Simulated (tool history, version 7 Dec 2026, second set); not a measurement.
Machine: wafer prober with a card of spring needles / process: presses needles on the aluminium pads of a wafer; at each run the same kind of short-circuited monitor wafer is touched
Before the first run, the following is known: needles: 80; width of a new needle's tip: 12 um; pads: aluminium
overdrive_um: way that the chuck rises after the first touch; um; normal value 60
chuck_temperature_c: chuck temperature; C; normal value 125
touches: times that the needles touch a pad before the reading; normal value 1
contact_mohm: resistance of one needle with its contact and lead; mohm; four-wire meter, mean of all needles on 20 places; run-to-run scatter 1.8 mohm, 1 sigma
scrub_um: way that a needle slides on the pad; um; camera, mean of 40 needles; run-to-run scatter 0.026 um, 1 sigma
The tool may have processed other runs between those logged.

run 1 hour=0.0 | overdrive_um=60 chuck_temperature_c=125 touches=1 | contact_mohm=187 scrub_um=10.13
run 2 hour=14.0 | overdrive_um=60 chuck_temperature_c=125 touches=1 | contact_mohm=252 scrub_um=10.06
-- hour=22.4 tips cleaned on abrasive film
run 3 hour=24.7 | overdrive_um=60 chuck_temperature_c=42 touches=1 | contact_mohm=255 scrub_um=10.13
run 4 hour=42.2 | overdrive_um=70 chuck_temperature_c=125 touches=1 | contact_mohm=251 scrub_um=11.76
-- hour=43.9 tips cleaned on abrasive film
run 5 hour=62.8 | overdrive_um=70 chuck_temperature_c=125 touches=1 | contact_mohm=252 scrub_um=11.71
-- hour=66.3 tips cleaned on abrasive film
run 6 hour=72.8 | overdrive_um=70 chuck_temperature_c=125 touches=1 | contact_mohm=239 scrub_um=11.72
run 7 hour=86.0 | overdrive_um=70 chuck_temperature_c=125 touches=1 | contact_mohm=248 scrub_um=11.72
-- hour=88.2 tips cleaned on abrasive film
run 8 hour=107.2 | overdrive_um=72 chuck_temperature_c=125 touches=1 | contact_mohm=250 scrub_um=12.09
-- hour=109.8 tips cleaned on abrasive film, once more
run 9 hour=124.6 | overdrive_um=72 chuck_temperature_c=125 touches=1 | contact_mohm=247 scrub_um=12.05
-- hour=131.9 tips cleaned on abrasive film
run 10 hour=135.0 | overdrive_um=42 chuck_temperature_c=125 touches=1 | contact_mohm=237 scrub_um=6.98
run 11 hour=144.9 | overdrive_um=60 chuck_temperature_c=117 touches=1 | contact_mohm=244 scrub_um=10.03
-- hour=153.5 tips cleaned on abrasive film
run 12 hour=155.2 | overdrive_um=60 chuck_temperature_c=117 touches=1 | contact_mohm=208 scrub_um=10.05
run 13 hour=174.0 | overdrive_um=60 chuck_temperature_c=117 touches=1 | contact_mohm=253 scrub_um=10.01
-- hour=175.8 tips cleaned on abrasive film
run 14 hour=186.0 | overdrive_um=60 chuck_temperature_c=117 touches=1 | contact_mohm=243 scrub_um=10.01
run 15 hour=195.2 | overdrive_um=60 chuck_temperature_c=125 touches=1 | contact_mohm=251 scrub_um=10.02
-- hour=196.8 tips cleaned on abrasive film
run 16 hour=206.7 | overdrive_um=60 chuck_temperature_c=125 touches=2 | contact_mohm=219 scrub_um=9.97
-- hour=219.3 tips cleaned on abrasive film
run 17 hour=223.6 | overdrive_um=60 chuck_temperature_c=125 touches=2 | contact_mohm=214 scrub_um=9.96
-- hour=241.4 tips cleaned on abrasive film
run 18 hour=242.1 | overdrive_um=60 chuck_temperature_c=105 touches=2 | contact_mohm=192 scrub_um=9.96
run 19 hour=252.8 | overdrive_um=60 chuck_temperature_c=125 touches=2 | contact_mohm=222 scrub_um=9.92
-- hour=263.1 tips cleaned on abrasive film
run 20 hour=267.1 | overdrive_um=56 chuck_temperature_c=125 touches=3 | contact_mohm=202 scrub_um=9.29
run 21 hour=277.3 | overdrive_um=75 chuck_temperature_c=58 touches=3 | contact_mohm=192 scrub_um=12.47
-- hour=285.6 tips cleaned on abrasive film
run 22 hour=296.0 | overdrive_um=75 chuck_temperature_c=33 touches=3 | contact_mohm=186 scrub_um=12.46
run 23 hour=305.0 | overdrive_um=67 chuck_temperature_c=125 touches=1 | contact_mohm=246 scrub_um=11.11
-- hour=306.8 tips cleaned on abrasive film
run 24 hour=319.0 | overdrive_um=44 chuck_temperature_c=48 touches=1 | contact_mohm=268 scrub_um=7.24
-- hour=328.2 tips cleaned on abrasive film
-- hour=330.3 height of the first contact set anew
run 25 hour=333.5 | overdrive_um=44 chuck_temperature_c=48 touches=1 | contact_mohm=245 scrub_um=7.41
run 26 hour=346.1 | overdrive_um=44 chuck_temperature_c=48 touches=1 | contact_mohm=268 scrub_um=7.40
-- hour=349.9 tips cleaned on abrasive film
run 27 hour=367.2 | overdrive_um=44 chuck_temperature_c=48 touches=1 | contact_mohm=268 scrub_um=7.39
-- hour=371.1 tips cleaned on abrasive film
run 28 hour=385.1 | overdrive_um=42 chuck_temperature_c=125 touches=1 | contact_mohm=277 scrub_um=7.08
-- hour=393.1 tips cleaned on abrasive film
run 29 hour=400.2 | overdrive_um=65 chuck_temperature_c=33 touches=1 | contact_mohm=221 scrub_um=10.89
-- hour=414.2 tips cleaned on abrasive film
run 30 hour=414.2 | overdrive_um=65 chuck_temperature_c=33 touches=1 | contact_mohm=172 scrub_um=10.96
run 31 hour=431.9 | overdrive_um=66 chuck_temperature_c=33 touches=1 | contact_mohm=224 scrub_um=11.09
-- hour=436.0 tips cleaned on abrasive film
run 32 hour=447.3 | overdrive_um=43 chuck_temperature_c=33 touches=1 | contact_mohm=264 scrub_um=7.18
-- hour=456.9 tips cleaned on abrasive film
run 33 hour=465.2 | overdrive_um=71 chuck_temperature_c=125 touches=1 | contact_mohm=239 scrub_um=11.94

What if the next run were any one of these 3? Each begins from the tool's condition after run 33:
-- hour=478.1 tips cleaned on abrasive film
run A hour=481.7 | overdrive_um=54 chuck_temperature_c=31 touches=2 | contact_mohm=? scrub_um=?
-- hour=478.1 tips cleaned on abrasive film
run B hour=481.7 | overdrive_um=41 chuck_temperature_c=125 touches=1 | contact_mohm=? scrub_um=?
-- hour=478.1 tips cleaned on abrasive film
run C hour=481.7 | overdrive_um=71 chuck_temperature_c=36 touches=1 | contact_mohm=? scrub_um=?

run=A contact_mohm=195 scrub_um=9.03
run=B contact_mohm=254 scrub_um=6.85
run=C contact_mohm=211 scrub_um=11.91
Without the tool's hidden state the same runs would have given:
run=A contact_mohm=165 scrub_um=9.11
run=B contact_mohm=187 scrub_um=6.93
run=C contact_mohm=170 scrub_um=11.98
